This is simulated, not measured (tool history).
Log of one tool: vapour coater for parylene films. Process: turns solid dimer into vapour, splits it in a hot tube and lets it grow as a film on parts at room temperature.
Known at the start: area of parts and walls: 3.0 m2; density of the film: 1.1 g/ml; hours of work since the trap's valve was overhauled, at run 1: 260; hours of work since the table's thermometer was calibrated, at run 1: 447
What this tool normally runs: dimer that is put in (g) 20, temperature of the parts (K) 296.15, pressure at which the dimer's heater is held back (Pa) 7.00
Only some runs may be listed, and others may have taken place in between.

run,day,dimer that is put in (g),temperature of the parts (K),pressure at which the dimer's heater is held back (Pa),hours of work since the trap's valve was overhauled,hours of work since the table's thermometer was calibrated,thickness of the film (µm)
1,0.000,20,296.15,7.00,260,447,3.19
2,0.892,20,296.15,10.02,276,463,2.87
3,1.629,20,296.15,10.02,290,477,2.87
4,2.646,20,296.15,10.02,308,495,2.83
5,3.750,20,296.15,10.02,328,515,2.86
6,4.254,20,296.15,5.89,337,524,3.27
7,4.775,20,296.15,5.89,347,534,3.29
8,5.721,20,308.15,7.00,364,551,2.56
9,6.292,20,296.15,6.51,374,561,3.18
10,6.942,20,296.15,6.51,386,573,3.12
11,8.133,20,296.15,6.51,407,594,3.07
12,9.275,20,296.15,7.00,428,615,3.12
13,10.288,20,296.15,7.00,446,633,3.12
14,11.408,20,296.15,7.00,467,654,3.09
15,12.204,20,296.15,7.00,481,668,3.10
16,13.375,20,296.15,7.00,502,689,3.04
17,14.392,20,296.15,7.00,521,708,3.02
18,15.117,20,292.15,7.00,534,721,3.22
19,15.938,20,292.15,7.00,549,736,3.26
20,16.600,20,296.15,9.73,561,748,2.84
21,17.412,20,296.15,11.49,575,762,2.66
22,18.317,20,295.15,3.93,592,779,3.48
23,18.842,20,295.15,3.93,601,788,3.49
# day 19.688: trap's valve overhauled
24,19.988,20,295.15,3.93,5,806,3.88
25,20.475,31,288.15,4.75,14,815,6.48
26,21.667,20,296.15,4.49,36,836,3.69
27,22.629,19,307.15,6.40,53,854,2.62
28,23.217,18,290.15,4.55,64,864,3.62
29,23.846,18,290.15,4.55,75,876,3.68
30,24.392,18,290.15,4.55,85,886,3.57
31,25.579,18,290.15,4.55,107,907,3.63
32,26.629,17,293.15,6.83,126,926,2.92
33,27.554,27,297.15,7.00,142,943,4.30
34,28.696,25,306.15,7.00,163,964,3.47
35,29.604,17,294.15,3.27,179,980,3.42
36,30.383,17,294.15,3.27,194,994,3.30
37,30.988,12,292.15,2.92,205,1005,2.51
38,31.992,12,292.15,2.52,223,1023,2.52
39,32.517,32,292.15,2.18,232,1033,7.10
# day 32.696: table's thermometer calibrated
40,33.425,27,296.15,2.48,248,13,5.46
41,34.404,17,301.15,3.90,266,31,2.90

Across each entry between runs, compare the hidden state at the last listed run before it with the hidden state at the first listed run after it:
Between runs 23 and 24: trap's valve overhauled (day 19.688)
  vapour lost through the trap's worn valve, %: 10.3 -> 0.2; true temperature of the parts over the reading, C: 0.38 -> 0.39
  what was measured, less what the result would be without the hidden state, thickness of the film (µm): -0.42 -> -0.03
Between runs 39 and 40: table's thermometer calibrated (day 32.696)
  vapour lost through the trap's worn valve, %: 4 -> 4.2; true temperature of the parts over the reading, C: 0.56 -> 0.11
  what was measured, less what the result would be without the hidden state, thickness of the film (µm): -0.37 -> -0.26
